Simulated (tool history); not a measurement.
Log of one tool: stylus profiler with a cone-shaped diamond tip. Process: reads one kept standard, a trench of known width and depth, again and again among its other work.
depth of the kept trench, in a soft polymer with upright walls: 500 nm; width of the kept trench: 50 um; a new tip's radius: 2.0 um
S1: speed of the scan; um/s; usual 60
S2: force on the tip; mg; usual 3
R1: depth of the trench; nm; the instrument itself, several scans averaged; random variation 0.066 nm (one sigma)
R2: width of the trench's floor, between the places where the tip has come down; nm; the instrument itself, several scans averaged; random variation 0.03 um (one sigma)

Run 1, day 0: usual settings. Result: R1 506.85 nm, R2 46430 nm.
Run 2, day 4.967: usual settings but S1 15 um/s. Result: R1 506.88 nm, R2 46540 nm.
Run 3, day 9.304: usual settings but S1 15 um/s. Result: R1 507.05 nm, R2 46410 nm.
Run 4, day 14.429: usual settings but S2 2.26 mg. Result: R1 506.07 nm, R2 46020 nm.
Run 5, day 19.012: usual settings but S2 2.26 mg. Result: R1 506.12 nm, R2 45970 nm.
Run 6, day 22.058: usual settings but S2 2.26 mg. Result: R1 506.18 nm, R2 45930 nm.
Run 7, day 26.688: usual settings but S2 2.26 mg. Result: R1 506.31 nm, R2 45800 nm.
Run 8, day 30.108: usual settings but S1 105 um/s. Result: R1 507.57 nm, R2 45590 nm.
Run 9, day 33.421: usual settings. Result: R1 507.5 nm, R2 45710 nm.
Run 10, day 36.525: usual settings. Result: R1 507.62 nm, R2 45700 nm.
Run 11, day 41.938: usual settings. Result: R1 507.63 nm, R2 45600 nm.
Run 12, day 44.467: usual settings. Result: R1 507.72 nm, R2 45560 nm.
Run 13, day 47.096: usual settings. Result: R1 507.75 nm, R2 45480 nm.
At day 49.371: height scale calibrated on a step standard.
Run 14, day 51.771: usual settings but S2 3.94 mg. Result: R1 508.03 nm, R2 45450 nm.
Run 15, day 57.033: usual settings. Result: R1 506.71 nm, R2 45340 nm.
Run 16, day 62.088: usual settings. Result: R1 506.79 nm, R2 45260 nm.
Run 17, day 65.042: usual settings. Result: R1 506.83 nm, R2 45180 nm.
Run 18, day 67.812: usual settings. Result: R1 506.84 nm, R2 45160 nm.
Run 19, day 73.008: usual settings. Result: R1 507.06 nm, R2 45070 nm.
Run 20, day 75.608: usual settings but S1 45 um/s. Result: R1 507.04 nm, R2 45120 nm.
Run 21, day 80.338: usual settings. Result: R1 507.23 nm, R2 44960 nm.
Run 22, day 82.742: usual settings. Result: R1 507.15 nm, R2 45000 nm.
Run 23, day 86.988: usual settings. Result: R1 507.17 nm, R2 44910 nm.
Run 24, day 90.954: usual settings but S1 128 um/s, S2 7.78 mg. Result: R1 513.05 nm, R2 44760 nm.
Run 25, day 95.138: usual settings but S1 36 um/s, S2 1.91 mg. Result: R1 505.66 nm, R2 44810 nm.
Run 26, day 97.575: usual settings but S1 121 um/s, S2 1.92 mg. Result: R1 505.78 nm, R2 44250 nm.
Run 27, day 100.3: usual settings but S1 15 um/s, S2 4.29 mg. Result: R1 509.13 nm, R2 44950 nm.
Run 28, day 104.325: usual settings but S1 15 um/s, S2 4.29 mg. Result: R1 509.28 nm, R2 44860 nm.
At day 106.954: new tip fitted, height scale calibrated.
Run 29, day 109.342: usual settings but S1 15 um/s, S2 4.29 mg. Result: R1 508.17 nm, R2 47240 nm.
Run 30, day 113.821: usual settings but S1 15 um/s, S2 4.29 mg. Result: R1 508.29 nm, R2 47120 nm.
Run 31, day 118: usual settings but S1 15 um/s, S2 4.29 mg. Result: R1 508.45 nm, R2 47010 nm.
Run 32, day 121.425: usual settings but S1 17 um/s, S2 2.71 mg. Result: R1 506.26 nm, R2 46910 nm.
Run 33, day 124.662: usual settings but S1 19 um/s. Result: R1 506.84 nm, R2 46790 nm.
Run 34, day 128.325: usual settings but S1 53 um/s, S2 3.48 mg. Result: R1 507.45 nm, R2 46630 nm.
Run 35, day 131.85: usual settings but S1 53 um/s, S2 3.48 mg. Result: R1 507.39 nm, R2 46540 nm.
Run 36, day 135.975: usual settings but S1 54 um/s, S2 3.29 mg. Result: R1 507.35 nm, R2 46440 nm.
Run 37, day 140.558: usual settings but S2 5.09 mg. Result: R1 509.89 nm, R2 46430 nm.
Run 38, day 145.925: usual settings but S2 5.09 mg. Result: R1 509.78 nm, R2 46210 nm.
Run 39, day 150.95: usual settings but S1 214 um/s. Result: R1 507.18 nm, R2 45310 nm.
Run 40, day 155.608: usual settings but S1 214 um/s. Result: R1 507.39 nm, R2 45190 nm.
Run 41, day 160.546: usual settings but S1 214 um/s. Result: R1 507.47 nm, R2 45110 nm.
Run 42, day 165.158: usual settings but S1 214 um/s. Result: R1 507.55 nm, R2 45040 nm.
Run 43, day 168.225: usual settings but S1 214 um/s. Result: R1 507.56 nm, R2 44910 nm.
Run 44, day 171.917: usual settings but S1 214 um/s, S2 2.98 mg. Result: R1 507.56 nm, R2 44950 nm.
Run 45, day 176.767: usual settings but S1 22 um/s, S2 2.78 mg. Result: R1 507.39 nm, R2 45760 nm.
Run 46, day 179.771: usual settings but S1 19 um/s, S2 1.76 mg. Result: R1 505.83 nm, R2 45680 nm.

4 ways to go on from here, each from the tool as it stands after run 46. What would each give?
Run A, day 182.767: usual settings but S1 55 um/s, S2 1.25 mg. Result: R1 ?, R2 ?.
Run B, day 182.767: usual settings but S1 138 um/s, S2 6.76 mg. Result: R1 ?, R2 ?.
Run C, day 182.767: usual settings but S1 75 um/s, S2 1.94 mg. Result: R1 ?, R2 ?.
Run D, day 182.767: usual settings but S1 33 um/s. Result: R1 ?, R2 ?.

run      R1     R2
  A  504.98  45330
  B  512.49  45320
  C     506  45320
  D   507.8  45640
Without the tool's hidden state the same runs would have given:
run      R1     R2
  A  503.67  46880
  B  511.16  46870
  C  504.69  46880
  D  506.48  47190
